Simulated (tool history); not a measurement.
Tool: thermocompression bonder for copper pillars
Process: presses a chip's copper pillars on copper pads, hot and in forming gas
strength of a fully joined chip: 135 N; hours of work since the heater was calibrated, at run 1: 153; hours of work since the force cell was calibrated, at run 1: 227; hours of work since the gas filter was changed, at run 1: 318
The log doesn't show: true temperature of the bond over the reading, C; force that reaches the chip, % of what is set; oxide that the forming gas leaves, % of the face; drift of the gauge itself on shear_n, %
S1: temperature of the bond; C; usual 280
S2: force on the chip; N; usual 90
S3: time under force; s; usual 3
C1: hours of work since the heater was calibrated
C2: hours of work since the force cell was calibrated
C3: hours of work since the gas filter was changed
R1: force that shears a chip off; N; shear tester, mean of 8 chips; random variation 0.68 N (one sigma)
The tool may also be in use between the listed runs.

Run 1, day 0.000: usual settings; C1 153; C2 227; C3 318. Result: R1 67.6 N.
Run 2, day 2.292: usual settings but S3 6 s; C1 182; C2 256; C3 348. Result: R1 85.9 N.
At day 4.829: forming gas filter changed.
Run 3, day 4.829: usual settings but S3 6 s; C1 214; C2 288; C3 0. Result: R1 86.9 N.
Run 4, day 6.767: usual settings; C1 239; C2 313; C3 25. Result: R1 69.5 N.
Run 5, day 8.008: usual settings but S2 79 N; C1 255; C2 328; C3 40. Result: R1 64.2 N.
Run 6, day 10.196: usual settings but S2 79 N; C1 283; C2 356; C3 68. Result: R1 64.7 N.
At day 10.404: force cell calibrated.
Run 7, day 11.879: usual settings but S2 79 N; C1 303; C2 19; C3 89. Result: R1 64.8 N.
Run 8, day 13.412: usual settings but S2 79 N; C1 323; C2 38; C3 109. Result: R1 64.8 N.
Run 9, day 15.658: usual settings but S2 79 N; C1 351; C2 67; C3 137. Result: R1 63.9 N.
Run 10, day 17.162: usual settings but S1 277 C, S2 56 N, S3 4 s; C1 371; C2 86; C3 156. Result: R1 56.5 N.
Run 11, day 18.267: usual settings but S1 277 C, S2 56 N, S3 4 s; C1 385; C2 100; C3 170. Result: R1 56.2 N.
Run 12, day 20.908: usual settings but S1 277 C, S2 100 N, S3 2 s; C1 418; C2 134; C3 204. Result: R1 62.5 N.

Forecast each of these 3 alternatives for the next run:
Run A, day 22.700: usual settings but S1 309 C, S2 62 N; C1 441; C2 157; C3 227. Result: R1 ?.
Run B, day 22.700: usual settings but S1 271 C, S2 96 N, S3 5 s; C1 441; C2 157; C3 227. Result: R1 ?.
Run C, day 22.700: usual settings but S1 285 C; C1 441; C2 157; C3 227. Result: R1 ?.

run    R1
  A  79.6
  B  75.7
  C  73.7
Without the tool's hidden state the same runs would have given:
run    R1
  A  80.6
  B  76.1
  C  74.3

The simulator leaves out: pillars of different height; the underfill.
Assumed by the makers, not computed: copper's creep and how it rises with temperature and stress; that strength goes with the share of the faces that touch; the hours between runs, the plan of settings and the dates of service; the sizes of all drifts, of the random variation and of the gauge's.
